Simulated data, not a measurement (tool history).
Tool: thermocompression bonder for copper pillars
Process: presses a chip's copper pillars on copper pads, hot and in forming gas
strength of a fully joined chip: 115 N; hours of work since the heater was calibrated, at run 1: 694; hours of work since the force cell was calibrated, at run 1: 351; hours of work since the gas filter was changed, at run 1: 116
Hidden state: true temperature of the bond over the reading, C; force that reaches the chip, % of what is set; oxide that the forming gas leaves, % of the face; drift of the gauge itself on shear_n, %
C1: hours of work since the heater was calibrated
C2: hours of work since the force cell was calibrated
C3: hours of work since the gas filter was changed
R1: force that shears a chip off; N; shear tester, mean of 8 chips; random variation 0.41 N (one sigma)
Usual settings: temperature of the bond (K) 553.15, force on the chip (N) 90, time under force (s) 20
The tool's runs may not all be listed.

Run 1, hour 0.0: usual settings; C1 694; C2 351; C3 116. Result: R1 65.8 N.
Run 2, hour 23.0: usual settings; C1 703; C2 361; C3 125. Result: R1 64.5 N.
Run 3, hour 51.5: usual settings; C1 715; C2 372; C3 137. Result: R1 64.0 N.
Run 4, hour 81.1: usual settings; C1 727; C2 384; C3 149. Result: R1 63.5 N.
Run 5, hour 122.2: usual settings but time under force (s) 25; C1 743; C2 401; C3 166. Result: R1 69.1 N.
Run 6, hour 158.1: usual settings but time under force (s) 25; C1 758; C2 415; C3 180. Result: R1 69.1 N.
Run 7, hour 179.0: usual settings but time under force (s) 25; C1 766; C2 424; C3 189. Result: R1 68.3 N.
Run 8, hour 211.4: usual settings but temperature of the bond (K) 543.15, time under force (s) 25; C1 779; C2 437; C3 202. Result: R1 64.2 N.
Run 9, hour 240.4: usual settings but temperature of the bond (K) 543.15, time under force (s) 25; C1 791; C2 449; C3 213. Result: R1 63.0 N.
Run 10, hour 287.1: usual settings but temperature of the bond (K) 543.15, time under force (s) 25; C1 810; C2 468; C3 232. Result: R1 64.1 N.
Run 11, hour 323.1: usual settings but force on the chip (N) 120; C1 825; C2 482; C3 247. Result: R1 79.1 N.
Run 12, hour 359.5: usual settings but force on the chip (N) 120; C1 840; C2 497; C3 262. Result: R1 79.5 N.
Run 13, hour 397.6: usual settings but force on the chip (N) 120; C1 855; C2 513; C3 277. Result: R1 80.0 N.
Run 14, hour 428.7: usual settings but time under force (s) 11; C1 868; C2 525; C3 290. Result: R1 52.1 N.
Run 15, hour 475.0: usual settings; C1 886; C2 544; C3 309. Result: R1 65.1 N.
At hour 495.8: heater calibrated with a thermocouple chip.
Run 16, hour 506.0: usual settings but time under force (s) 60; C1 4; C2 556; C3 320. Result: R1 87.2 N.
Run 17, hour 545.5: usual settings but force on the chip (N) 72, time under force (s) 60; C1 20; C2 572; C3 336. Result: R1 75.4 N.
Run 18, hour 572.0: usual settings but force on the chip (N) 72, time under force (s) 60; C1 31; C2 583; C3 347. Result: R1 75.4 N.
Run 19, hour 594.1: usual settings but force on the chip (N) 72, time under force (s) 60; C1 40; C2 591; C3 356. Result: R1 75.4 N.
Run 20, hour 619.3: usual settings but temperature of the bond (K) 550.15, force on the chip (N) 130, time under force (s) 11; C1 50; C2 602; C3 366. Result: R1 70.5 N.
Run 21, hour 650.1: usual settings but temperature of the bond (K) 576.15, force on the chip (N) 57, time under force (s) 28; C1 63; C2 614; C3 379. Result: R1 58.9 N.
At hour 658.8: forming gas filter changed.
Run 22, hour 680.1: usual settings but temperature of the bond (K) 528.15, time under force (s) 15; C1 75; C2 626; C3 9. Result: R1 46.2 N.
Run 23, hour 722.5: usual settings but temperature of the bond (K) 557.15, force on the chip (N) 58, time under force (s) 41; C1 92; C2 643; C3 26. Result: R1 58.9 N.
Run 24, hour 767.7: usual settings but temperature of the bond (K) 568.15, force on the chip (N) 58, time under force (s) 59; C1 110; C2 662; C3 44. Result: R1 71.2 N.
Run 25, hour 788.5: usual settings but temperature of the bond (K) 575.15, force on the chip (N) 104; C1 119; C2 670; C3 53. Result: R1 83.5 N.
Run 26, hour 819.3: usual settings but temperature of the bond (K) 575.15, force on the chip (N) 104; C1 131; C2 683; C3 65. Result: R1 83.3 N.
Run 27, hour 863.7: usual settings but temperature of the bond (K) 575.15, force on the chip (N) 104, time under force (s) 25; C1 149; C2 701; C3 83. Result: R1 87.1 N.
Run 28, hour 899.1: usual settings but temperature of the bond (K) 575.15, force on the chip (N) 104, time under force (s) 25; C1 163; C2 715; C3 98. Result: R1 87.1 N.
Run 29, hour 924.7: usual settings but temperature of the bond (K) 538.15, force on the chip (N) 59; C1 174; C2 725; C3 108. Result: R1 37.7 N.
Run 30, hour 965.0: usual settings but temperature of the bond (K) 538.15, force on the chip (N) 59; C1 190; C2 742; C3 124. Result: R1 37.1 N.

Forecast each of these 4 alternatives for the next run:
Run A, hour 1001.8: usual settings but temperature of the bond (K) 541.15; C1 205; C2 757; C3 139. Result: R1 ?.
Run B, hour 1001.8: usual settings but temperature of the bond (K) 562.15, force on the chip (N) 59, time under force (s) 35; C1 205; C2 757; C3 139. Result: R1 ?.
Run C, hour 1001.8: usual settings but temperature of the bond (K) 538.15, force on the chip (N) 127; C1 205; C2 757; C3 139. Result: R1 ?.
Run D, hour 1001.8: usual settings but time under force (s) 13; C1 205; C2 757; C3 139. Result: R1 ?.

run    R1
  A  56.9
  B  58.1
  C  74.4
  D  56.0
Without the tool's hidden state the same runs would have given:
run    R1
  A  56.8
  B  58.0
  C  74.3
  D  55.9

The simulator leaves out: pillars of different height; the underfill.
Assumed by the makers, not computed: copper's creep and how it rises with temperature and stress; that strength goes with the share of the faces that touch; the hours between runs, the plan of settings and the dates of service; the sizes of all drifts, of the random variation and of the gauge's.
